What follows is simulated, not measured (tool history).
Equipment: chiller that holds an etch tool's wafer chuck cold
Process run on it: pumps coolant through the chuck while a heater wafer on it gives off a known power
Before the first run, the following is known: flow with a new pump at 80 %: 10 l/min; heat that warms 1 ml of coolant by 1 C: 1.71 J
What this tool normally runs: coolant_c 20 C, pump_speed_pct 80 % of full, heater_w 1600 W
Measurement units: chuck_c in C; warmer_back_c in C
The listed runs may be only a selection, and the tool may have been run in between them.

run	hour	coolant_c	pump_speed_pct	heater_w	chuck_c	warmer_back_c
1	0	20	80	1600	40.4	5.51
2	55.1	20	80	1600	40.3	5.62
3	111.6	20	80	1998	45.4	6.99
4	164.1	20	67	1600	42.1	6.67
5	205.7	14	80	1600	34.4	5.63
6	280.7	14	80	1600	34.3	5.58
7	338.7	14	80	1600	34.4	5.61
8	390.2	14	80	1600	34.3	5.61
9	442.2	14	80	1600	34.4	5.63
10	498	14	80	1600	34.2	5.58
11	561.4	20	80	1600	39.9	5.54
12	624.4	20	80	1998	45.3	6.99
13	688.6	20	80	1998	45.1	7.06
14	756.5	20	80	1600	40.3	5.6
15	840.9	20	80	1600	40.3	5.63
16	895.7	20	80	1600	40.4	5.58
17	961	20	80	1155	34.6	4.03
18	1033.9	20	69	1850	45.4	7.51
19	1077.3	20	81	2340	49.5	8.06
20	1158.2	20	81	2340	49.6	8.16
21	1193.5	20	81	2340	49.6	7.96
22	1277.1	17	80	1056	30.3	3.65
23	1312.4	17	80	1056	30.4	3.64
24	1350.1	11	80	936	22.9	3.32
25	1425	11	80	936	22.8	3.32
26	1479.1	11	80	936	23	3.26
27	1536.2	13	80	1491	31.9	5.24
28	1589.8	13	80	1972	37.8	6.85
29	1635.7	25	78	1600	45.6	5.7
30	1718.5	25	78	1691	46.8	6.03
31	1802.1	13	80	1717	34.8	6.03

Alternative continuations, all from the tool just after run 31; predict every row:
A	1849.6	21	80	2291	?	?
B	1849.6	26	80	1600	?	?
C	1849.6	20	80	1421	?	?
D	1849.6	21	72	1600	?	?
E	1849.6	20	80	1752	?	?

run	chuck_c	warmer_back_c
A	50	8.07
B	46.3	5.62
C	38	4.98
D	42.5	6.24
E	42.3	6.18
Without the tool's unlogged condition, the same runs would have read:
run	chuck_c	warmer_back_c
A	50	8.07
B	46.2	5.62
C	38	4.98
D	42.4	6.24
E	42.3	6.18
